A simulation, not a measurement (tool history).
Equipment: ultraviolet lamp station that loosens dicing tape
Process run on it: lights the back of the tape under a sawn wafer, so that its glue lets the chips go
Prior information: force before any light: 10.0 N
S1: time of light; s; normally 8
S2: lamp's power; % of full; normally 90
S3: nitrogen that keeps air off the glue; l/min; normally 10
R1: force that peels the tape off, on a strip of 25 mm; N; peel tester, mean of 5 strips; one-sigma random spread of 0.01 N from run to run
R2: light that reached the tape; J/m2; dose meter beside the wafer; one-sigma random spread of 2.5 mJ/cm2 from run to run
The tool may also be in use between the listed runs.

| run | day | S1 | S2 | S3 | R1 | R2 |
|---|---|---|---|---|---|---|
| 1 | 0.000 | 8 | 90 | 10 | 0.557 | 2610 |
| 2 | 1.000 | 8 | 90 | 10 | 0.587 | 2600 |
| 3 | 2.154 | 8 | 75 | 10 | 0.872 | 2140 |
| 4 | 4.158 | 8 | 90 | 10 | 0.590 | 2540 |
| 5 | 6.192 | 8 | 99 | 10 | 0.515 | 2790 |
| 6 | 7.625 | 8 | 91 | 10 | 0.624 | 2520 |
| 7 | 9.154 | 8 | 90 | 3 | 1.857 | 2450 |
| 8 | 10.492 | 8 | 90 | 8 | 0.832 | 2440 |
| 9 | 12.192 | 8 | 90 | 8 | 0.846 | 2430 |
| 10 | 13.929 | 8 | 90 | 8 | 0.839 | 2380 |
| 11 | 15.088 | 8 | 90 | 8 | 0.876 | 2380 |
| 12 | 16.558 | 8 | 90 | 8 | 0.907 | 2330 |
| 13 | 17.829 | 8 | 90 | 8 | 0.927 | 2340 |
| 14 | 19.008 | 8 | 90 | 8 | 0.944 | 2280 |
| 15 | 21.417 | 8 | 90 | 10 | 0.758 | 2320 |
| 16 | 23.021 | 8 | 90 | 10 | 0.834 | 2220 |
| 17 | 24.046 | 8 | 71 | 10 | 1.402 | 1750 |
| 18 | 25.746 | 8 | 71 | 10 | 1.393 | 1730 |
| 19 | 27.767 | 8 | 71 | 10 | 1.444 | 1720 |
| 20 | 28.850 | 8 | 71 | 10 | 1.482 | 1700 |
| 21 | 31.229 | 8 | 71 | 10 | 1.524 | 1630 |
| 22 | 33.004 | 8 | 71 | 10 | 1.508 | 1680 |
| 23 | 34.521 | 14 | 78 | 7 | 0.511 | 3180 |
| 24 | 36.292 | 14 | 78 | 10 | 0.350 | 3070 |
|  | 38.096 | window cleaned of glue's vapour |
| 25 | 38.375 | 7 | 93 | 4 | 2.244 | 1960 |
| 26 | 40.079 | 7 | 93 | 4 | 2.222 | 1930 |
| 27 | 41.746 | 7 | 82 | 10 | 1.491 | 1670 |
| 28 | 43.979 | 7 | 82 | 10 | 1.560 | 1590 |
| 29 | 45.658 | 7 | 82 | 10 | 1.616 | 1620 |
|  | 46.562 | lamp changed |
| 30 | 47.196 | 9 | 95 | 8 | 0.405 | 3300 |
| 31 | 48.462 | 8 | 67 | 10 | 1.081 | 2000 |
| 32 | 50.312 | 10 | 72 | 10 | 0.533 | 2630 |
| 33 | 52.250 | 11 | 75 | 6 | 0.629 | 3040 |
| 34 | 53.258 | 16 | 78 | 3 | 0.489 | 4550 |
| 35 | 55.254 | 4 | 65 | 3 | 5.276 | 980 |
| 36 | 57.367 | 4 | 79 | 10 | 2.786 | 1130 |
| 37 | 58.808 | 4 | 79 | 7 | 3.344 | 1120 |
| 38 | 61.188 | 4 | 79 | 7 | 3.303 | 1140 |
| 39 | 62.708 | 14 | 81 | 8 | 0.245 | 3920 |
| 40 | 64.088 | 5 | 81 | 10 | 2.095 | 1380 |
| 41 | 65.162 | 5 | 81 | 10 | 2.140 | 1390 |
| 42 | 66.233 | 5 | 81 | 10 | 2.090 | 1370 |
| 43 | 68.604 | 5 | 81 | 10 | 2.149 | 1320 |

Below are 3 alternative next runs, each starting from the tool's condition after run 43. Predict each:
| A | 70.267 | 4 | 97 | 10 | ? | ? |
| B | 70.267 | 5 | 81 | 10 | ? | ? |
| C | 70.267 | 8 | 82 | 4 | ? | ? |

| run | R1 | R2 |
|---|---|---|
| A | 2.329 | 1290 |
| B | 2.186 | 1320 |
| C | 1.871 | 2180 |
With no hidden state in the tool, these same runs would have given:
| run | R1 | R2 |
|---|---|---|
| A | 1.730 | 1560 |
| B | 1.603 | 1600 |
| C | 1.333 | 2630 |

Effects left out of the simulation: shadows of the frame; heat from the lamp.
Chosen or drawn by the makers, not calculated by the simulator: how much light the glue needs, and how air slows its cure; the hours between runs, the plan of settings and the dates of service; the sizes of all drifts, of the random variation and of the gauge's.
